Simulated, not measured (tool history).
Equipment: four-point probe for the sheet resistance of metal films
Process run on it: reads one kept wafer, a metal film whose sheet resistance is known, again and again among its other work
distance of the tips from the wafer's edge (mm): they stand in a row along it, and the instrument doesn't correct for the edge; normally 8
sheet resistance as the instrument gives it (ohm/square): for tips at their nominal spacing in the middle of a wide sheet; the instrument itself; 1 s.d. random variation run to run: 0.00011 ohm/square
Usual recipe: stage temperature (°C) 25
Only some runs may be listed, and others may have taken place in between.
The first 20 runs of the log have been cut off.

run	hour	stage temperature (°C)	distance of the tips from the wafer's edge (mm)	sheet resistance as the instrument gives it (ohm/square)
21	1000.2	25	3	0.567274
22	1060.0	30	9	0.557451
23	1091.5	30	9	0.557297
24	1135.6	33	42	0.556819
25	1176.7	22	5	0.558091
26	1229.1	28	50	0.555144
27	1271.2	28	5	0.560026
28	1323.4	18	54	0.551928
29	1374.8	32	26	0.556667
30	1423.6	22	20	0.553528
31	1474.6	26	20	0.554935
32	1504.8	25	47	0.554318
33	1535.5	25	47	0.554320

3 options for the next run, each taken on its own from the tool as it stands now. Forecast them:
A	1590.8	31	38	?
B	1590.8	25	7	?
C	1590.8	28	9	?

run	sheet resistance as the instrument gives it (ohm/square)
A	0.556045
B	0.556596
C	0.556628
Take away the tool's hidden state, keep each run's random variation, and the runs would have read:
run	sheet resistance as the instrument gives it (ohm/square)
A	0.555997
B	0.556548
C	0.556580
